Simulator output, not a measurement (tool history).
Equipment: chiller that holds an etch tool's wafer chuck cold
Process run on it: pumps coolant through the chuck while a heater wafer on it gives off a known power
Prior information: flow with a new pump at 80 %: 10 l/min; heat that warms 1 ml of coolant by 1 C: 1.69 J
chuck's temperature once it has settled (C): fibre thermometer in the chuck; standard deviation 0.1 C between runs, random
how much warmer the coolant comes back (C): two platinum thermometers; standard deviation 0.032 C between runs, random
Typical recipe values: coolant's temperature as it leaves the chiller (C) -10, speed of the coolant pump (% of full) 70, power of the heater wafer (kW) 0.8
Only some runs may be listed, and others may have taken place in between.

run	hour	coolant's temperature as it leaves the chiller (C)	speed of the coolant pump (% of full)	power of the heater wafer (kW)	chuck's temperature once it has settled (C)	how much warmer the coolant comes back (C)
1	0	-10	70	0.8	0.5	3.3
2	36.7	-10	70	0.8	0.6	3.28
3	78.6	-20	70	0.8	-9.7	3.27
4	122.4	-20	70	0.8	-9.6	3.29
5	180.8	-10	64	0.8	1.3	3.6
6	214.5	-10	64	0.8	1.1	3.6
7	264.9	-10	64	0.8	1.2	3.67
8	297.2	-10	64	0.816	1.6	3.73
9	337.6	-10	64	0.816	1.3	3.66
10	399.8	-10	64	0.816	1.5	3.73
11	429.5	-10	64	0.816	1.4	3.72
12	467.7	-8	70	0.8	2.5	3.3
13	505.1	-8	70	0.8	2.4	3.33
14	532.8	-10	70	0.848	1.1	3.44
15	593.5	-10	70	0.848	0.9	3.56
16	638.1	-10	70	0.848	1.1	3.54
17	690.3	-10	70	1.061	3.8	4.36
18	730.8	-10	70	1.061	3.8	4.44
19	760	-10	92	0.945	-0.1	2.84
20	799.2	-10	93	0.578	-4.1	1.74
21	845.3	-10	72	0.8	0.3	3.2
22	883	-10	72	0.8	0.3	3.23
23	924.8	-10	71	0.677	-1.2	2.74
24	950.3	-8	91	0.839	0.7	2.57
25	1012	-8	91	0.839	0.7	2.57
26	1068	-8	91	0.839	0.8	2.52
27	1126.6	-9	69	0.449	-3.2	1.94
28	1179.1	-9	69	0.449	-3.1	1.87
29	1211.3	-6	69	0.735	3.7	3.08
30	1249.4	-10	70	0.451	-4	1.85
31	1304.6	-10	70	0.451	-4	1.85
32	1358.9	-10	70	0.451	-4	1.88
33	1404.2	-10	70	0.451	-4.1	1.82

Branching from run 33: 3 alternative next runs. What would each branch give?
A	1442	-10	87	0.8	?	?
B	1442	-10	70	0.592	?	?
C	1442	-2	80	0.938	?	?

run	chuck's temperature once it has settled (C)	how much warmer the coolant comes back (C)
A	-1.4	2.65
B	-2.3	2.47
C	8.9	3.33
What these runs would have given with no unlogged condition in the tool:
run	chuck's temperature once it has settled (C)	how much warmer the coolant comes back (C)
A	-1.4	2.65
B	-2.3	2.47
C	8.9	3.33
